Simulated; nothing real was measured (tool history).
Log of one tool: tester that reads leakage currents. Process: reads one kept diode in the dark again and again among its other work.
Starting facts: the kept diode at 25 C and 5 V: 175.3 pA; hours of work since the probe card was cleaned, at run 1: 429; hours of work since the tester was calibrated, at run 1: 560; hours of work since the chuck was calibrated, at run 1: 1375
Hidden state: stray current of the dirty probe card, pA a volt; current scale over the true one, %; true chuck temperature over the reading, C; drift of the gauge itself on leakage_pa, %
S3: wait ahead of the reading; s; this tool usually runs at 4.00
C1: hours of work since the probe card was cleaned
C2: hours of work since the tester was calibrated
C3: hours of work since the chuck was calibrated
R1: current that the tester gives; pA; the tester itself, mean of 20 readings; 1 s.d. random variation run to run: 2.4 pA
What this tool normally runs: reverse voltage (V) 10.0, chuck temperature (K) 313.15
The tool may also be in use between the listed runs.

{"run": 1, "day": 0.0, "reverse voltage (V)": 10.0, "chuck temperature (K)": 313.15, "S3": 4.0, "C1": 429, "C2": 560, "C3": 1375, "R1": 845.08}
{"run": 2, "day": 1.292, "reverse voltage (V)": 2.2, "chuck temperature (K)": 313.15, "S3": 4.0, "C1": 448, "C2": 580, "C3": 1394, "R1": 364.63}
{"run": 3, "day": 2.862, "reverse voltage (V)": 2.2, "chuck temperature (K)": 313.15, "S3": 4.0, "C1": 472, "C2": 603, "C3": 1418, "R1": 364.71}
{"run": 4, "day": 4.058, "reverse voltage (V)": 2.2, "chuck temperature (K)": 313.15, "S3": 0.38, "C1": 490, "C2": 622, "C3": 1436, "R1": 367.13}
{"run": 5, "day": 5.433, "reverse voltage (V)": 10.0, "chuck temperature (K)": 307.15, "S3": 4.0, "C1": 511, "C2": 642, "C3": 1457, "R1": 555.07}
{"run": 6, "day": 6.642, "reverse voltage (V)": 17.3, "chuck temperature (K)": 313.15, "S3": 4.0, "C1": 529, "C2": 660, "C3": 1475, "R1": 1150.79}
{"run": 7, "day": 7.767, "reverse voltage (V)": 17.3, "chuck temperature (K)": 313.15, "S3": 4.0, "C1": 546, "C2": 677, "C3": 1492, "R1": 1152.02}
{"day": 7.988, "done": "probe card cleaned and baked"}
{"run": 8, "day": 9.442, "reverse voltage (V)": 1.7, "chuck temperature (K)": 313.15, "S3": 4.0, "C1": 22, "C2": 701, "C3": 1515, "R1": 319.35}
{"run": 9, "day": 10.371, "reverse voltage (V)": 1.7, "chuck temperature (K)": 310.15, "S3": 0.33, "C1": 36, "C2": 715, "C3": 1529, "R1": 258.24}
{"day": 11.758, "done": "chuck's temperature calibrated"}
{"run": 10, "day": 12.067, "reverse voltage (V)": 6.2, "chuck temperature (K)": 317.15, "S3": 4.61, "C1": 60, "C2": 739, "C3": 5, "R1": 803.61}
{"run": 11, "day": 13.083, "reverse voltage (V)": 10.0, "chuck temperature (K)": 302.15, "S3": 1.08, "C1": 76, "C2": 754, "C3": 20, "R1": 360.75}
{"day": 13.625, "done": "probe card cleaned and baked, once more"}
{"run": 12, "day": 14.296, "reverse voltage (V)": 10.0, "chuck temperature (K)": 313.15, "S3": 7.31, "C1": 10, "C2": 771, "C3": 36, "R1": 793.55}
{"run": 13, "day": 15.021, "reverse voltage (V)": 7.2, "chuck temperature (K)": 330.15, "S3": 7.31, "C1": 21, "C2": 782, "C3": 47, "R1": 2060.16}
{"run": 14, "day": 16.588, "reverse voltage (V)": 10.0, "chuck temperature (K)": 312.15, "S3": 0.31, "C1": 45, "C2": 805, "C3": 71, "R1": 748.5}
{"run": 15, "day": 17.342, "reverse voltage (V)": 10.0, "chuck temperature (K)": 312.15, "S3": 0.31, "C1": 56, "C2": 817, "C3": 82, "R1": 752.45}
{"run": 16, "day": 18.671, "reverse voltage (V)": 1.8, "chuck temperature (K)": 302.15, "S3": 4.0, "C1": 76, "C2": 837, "C3": 102, "R1": 136.57}

Below, some changes in R1 between adjacent runs. For each, the amount present without the hidden state too (settings, incoming material, random variation) and the amount remaining for the hidden state with gauge scatter not shared by both compared results:
Run 7 -> 8: reverse voltage (V) 17.3 -> 1.7, probe card cleaned and baked. R1 -832.67 pA: hidden state -65.52, all else -767.15.
Run 13 -> 14: reverse voltage (V) 7.2 -> 10.0, chuck temperature (K) 330.15 -> 312.15, S3 7.31 -> 0.31. R1 -1311.66 pA: hidden state -8.07, all else -1303.59.
